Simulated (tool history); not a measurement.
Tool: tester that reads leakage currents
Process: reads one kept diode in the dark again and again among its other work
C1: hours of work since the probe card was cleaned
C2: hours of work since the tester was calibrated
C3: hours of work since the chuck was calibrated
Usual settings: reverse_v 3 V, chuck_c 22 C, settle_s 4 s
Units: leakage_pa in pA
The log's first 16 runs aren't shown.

run 17 hour=462.1 | reverse_v=10.35 chuck_c=51 settle_s=6.45 | C1=1228 C2=487 C3=1150 | leakage_pa=1736.14
run 18 hour=479.9 | reverse_v=3 chuck_c=22 settle_s=4 | C1=1237 C2=496 C3=1159 | leakage_pa=90.21
run 19 hour=502.7 | reverse_v=3 chuck_c=22 settle_s=4 | C1=1248 C2=507 C3=1171 | leakage_pa=90.6
run 20 hour=528.3 | reverse_v=3 chuck_c=22 settle_s=0.97 | C1=1261 C2=520 C3=1184 | leakage_pa=91.28
run 21 hour=565.8 | reverse_v=5.29 chuck_c=58 settle_s=0.83 | C1=1280 C2=539 C3=1203 | leakage_pa=2001.94
run 22 hour=591.1 | reverse_v=5.29 chuck_c=58 settle_s=0.83 | C1=1293 C2=552 C3=1215 | leakage_pa=1997.54
run 23 hour=629.1 | reverse_v=5.29 chuck_c=58 settle_s=0.83 | C1=1312 C2=571 C3=1234 | leakage_pa=2009.22
run 24 hour=650.5 | reverse_v=5.29 chuck_c=58 settle_s=0.83 | C1=1322 C2=582 C3=1245 | leakage_pa=2008.68
run 25 hour=682.5 | reverse_v=2.97 chuck_c=39 settle_s=3.98 | C1=1339 C2=598 C3=1261 | leakage_pa=360.1
run 26 hour=702.5 | reverse_v=1.8 chuck_c=39 settle_s=3.43 | C1=1349 C2=608 C3=1271 | leakage_pa=276.15
run 27 hour=730 | reverse_v=6.99 chuck_c=57 settle_s=3.7 | C1=1362 C2=622 C3=1285 | leakage_pa=2176.27
run 28 hour=755 | reverse_v=12.6 chuck_c=54 settle_s=4 | C1=1375 C2=634 C3=1298 | leakage_pa=2414.57
run 29 hour=770.6 | reverse_v=12.6 chuck_c=21 settle_s=1.07 | C1=1383 C2=642 C3=1306 | leakage_pa=194.89
run 30 hour=795.4 | reverse_v=12.6 chuck_c=21 settle_s=1.07 | C1=1395 C2=654 C3=1318 | leakage_pa=194.54
run 31 hour=833.4 | reverse_v=2.87 chuck_c=22 settle_s=0.43 | C1=1414 C2=674 C3=1337 | leakage_pa=90.64
run 32 hour=869.7 | reverse_v=3 chuck_c=56 settle_s=2.32 | C1=1433 C2=692 C3=1355 | leakage_pa=1300.15
run 33 hour=903.2 | reverse_v=3 chuck_c=26 settle_s=0.78 | C1=1450 C2=709 C3=1372 | leakage_pa=129.38
run 34 hour=919.2 | reverse_v=3 chuck_c=26 settle_s=0.78 | C1=1458 C2=717 C3=1380 | leakage_pa=129.54
run 35 hour=943 | reverse_v=3 chuck_c=26 settle_s=0.78 | C1=1470 C2=729 C3=1392 | leakage_pa=129.24
run 36 hour=961.1 | reverse_v=3 chuck_c=26 settle_s=0.78 | C1=1479 C2=738 C3=1401 | leakage_pa=129.48
run 37 hour=993.1 | reverse_v=1.38 chuck_c=42 settle_s=7.32 | C1=1495 C2=754 C3=1417 | leakage_pa=303.3
run 38 hour=1028.5 | reverse_v=5.92 chuck_c=31 settle_s=0.81 | C1=1513 C2=772 C3=1435 | leakage_pa=284.25
run 39 hour=1046.7 | reverse_v=5.92 chuck_c=31 settle_s=0.81 | C1=1522 C2=781 C3=1444 | leakage_pa=284.71

Forecast each of these 3 alternatives for the next run:
run A hour=1077.1 | reverse_v=3.55 chuck_c=35 settle_s=0.81 | C1=1537 C2=796 C3=1460 | leakage_pa=?
run B hour=1077.1 | reverse_v=7.21 chuck_c=31 settle_s=0.39 | C1=1537 C2=796 C3=1460 | leakage_pa=?
run C hour=1077.1 | reverse_v=5.92 chuck_c=25 settle_s=2.78 | C1=1537 C2=796 C3=1460 | leakage_pa=?

run=A leakage_pa=295.11
run=B leakage_pa=318.74
run=C leakage_pa=175.95
Without the tool's hidden state the same runs would have given:
run=A leakage_pa=264.33
run=B leakage_pa=279
run=C leakage_pa=149.99
